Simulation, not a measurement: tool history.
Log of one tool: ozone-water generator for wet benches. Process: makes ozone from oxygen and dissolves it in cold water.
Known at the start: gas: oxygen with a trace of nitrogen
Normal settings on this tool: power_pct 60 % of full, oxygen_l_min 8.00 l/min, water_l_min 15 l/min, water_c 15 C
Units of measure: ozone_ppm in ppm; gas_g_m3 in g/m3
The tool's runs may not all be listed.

{"run": 1, "hour": 0.0, "power_pct": 60, "oxygen_l_min": 8.0, "water_l_min": 15, "water_c": 15, "ozone_ppm": 30.2, "gas_g_m3": 176.2}
{"run": 2, "hour": 131.5, "power_pct": 59, "oxygen_l_min": 8.0, "water_l_min": 15, "water_c": 15, "ozone_ppm": 29.9, "gas_g_m3": 173.4}
{"run": 3, "hour": 216.1, "power_pct": 59, "oxygen_l_min": 8.0, "water_l_min": 15, "water_c": 15, "ozone_ppm": 29.8, "gas_g_m3": 174.0}
{"run": 4, "hour": 298.7, "power_pct": 59, "oxygen_l_min": 8.0, "water_l_min": 15, "water_c": 15, "ozone_ppm": 30.2, "gas_g_m3": 174.3}
{"run": 5, "hour": 440.4, "power_pct": 60, "oxygen_l_min": 8.0, "water_l_min": 15, "water_c": 15, "ozone_ppm": 30.4, "gas_g_m3": 176.0}
{"run": 6, "hour": 533.4, "power_pct": 60, "oxygen_l_min": 8.0, "water_l_min": 15, "water_c": 15, "ozone_ppm": 30.3, "gas_g_m3": 175.8}
{"run": 7, "hour": 633.3, "power_pct": 60, "oxygen_l_min": 8.0, "water_l_min": 15, "water_c": 15, "ozone_ppm": 30.5, "gas_g_m3": 180.4}
{"run": 8, "hour": 780.4, "power_pct": 60, "oxygen_l_min": 8.0, "water_l_min": 15, "water_c": 15, "ozone_ppm": 30.2, "gas_g_m3": 178.6}
{"run": 9, "hour": 860.1, "power_pct": 60, "oxygen_l_min": 8.0, "water_l_min": 15, "water_c": 15, "ozone_ppm": 30.4, "gas_g_m3": 176.2}
{"run": 10, "hour": 998.8, "power_pct": 60, "oxygen_l_min": 8.0, "water_l_min": 15, "water_c": 15, "ozone_ppm": 30.2, "gas_g_m3": 181.1}
{"run": 11, "hour": 1149.9, "power_pct": 60, "oxygen_l_min": 8.0, "water_l_min": 15, "water_c": 15, "ozone_ppm": 30.3, "gas_g_m3": 181.3}
{"run": 12, "hour": 1247.1, "power_pct": 60, "oxygen_l_min": 8.0, "water_l_min": 17, "water_c": 15, "ozone_ppm": 28.1, "gas_g_m3": 179.0}
{"run": 13, "hour": 1339.2, "power_pct": 84, "oxygen_l_min": 8.0, "water_l_min": 15, "water_c": 15, "ozone_ppm": 41.5, "gas_g_m3": 245.7}
{"run": 14, "hour": 1432.3, "power_pct": 47, "oxygen_l_min": 8.0, "water_l_min": 17, "water_c": 21, "ozone_ppm": 20.2, "gas_g_m3": 145.5}
{"run": 15, "hour": 1535.0, "power_pct": 60, "oxygen_l_min": 8.0, "water_l_min": 19, "water_c": 15, "ozone_ppm": 25.4, "gas_g_m3": 180.8}
{"run": 16, "hour": 1676.0, "power_pct": 60, "oxygen_l_min": 8.0, "water_l_min": 19, "water_c": 15, "ozone_ppm": 25.6, "gas_g_m3": 179.7}
{"run": 17, "hour": 1783.0, "power_pct": 60, "oxygen_l_min": 8.0, "water_l_min": 15, "water_c": 22, "ozone_ppm": 26.6, "gas_g_m3": 182.1}
{"run": 18, "hour": 1862.5, "power_pct": 60, "oxygen_l_min": 10.62, "water_l_min": 17, "water_c": 22, "ozone_ppm": 22.0, "gas_g_m3": 149.2}
{"hour": 1873.3, "done": "gauge calibrated"}
{"run": 19, "hour": 2004.0, "power_pct": 62, "oxygen_l_min": 9.69, "water_l_min": 21, "water_c": 21, "ozone_ppm": 20.8, "gas_g_m3": 158.6}

Forecast run 20:
{"run": 20, "hour": 2119.0, "power_pct": 62, "oxygen_l_min": 12.27, "water_l_min": 22, "water_c": 21, "ozone_ppm": "?", "gas_g_m3": "?"}

{"run 20": {"ozone_ppm": 18.6, "gas_g_m3": 133.5}}
The same run, on a tool lacking any hidden state, would have yielded ozone_ppm 18.6 ppm, gas_g_m3 133.2 g/m3.
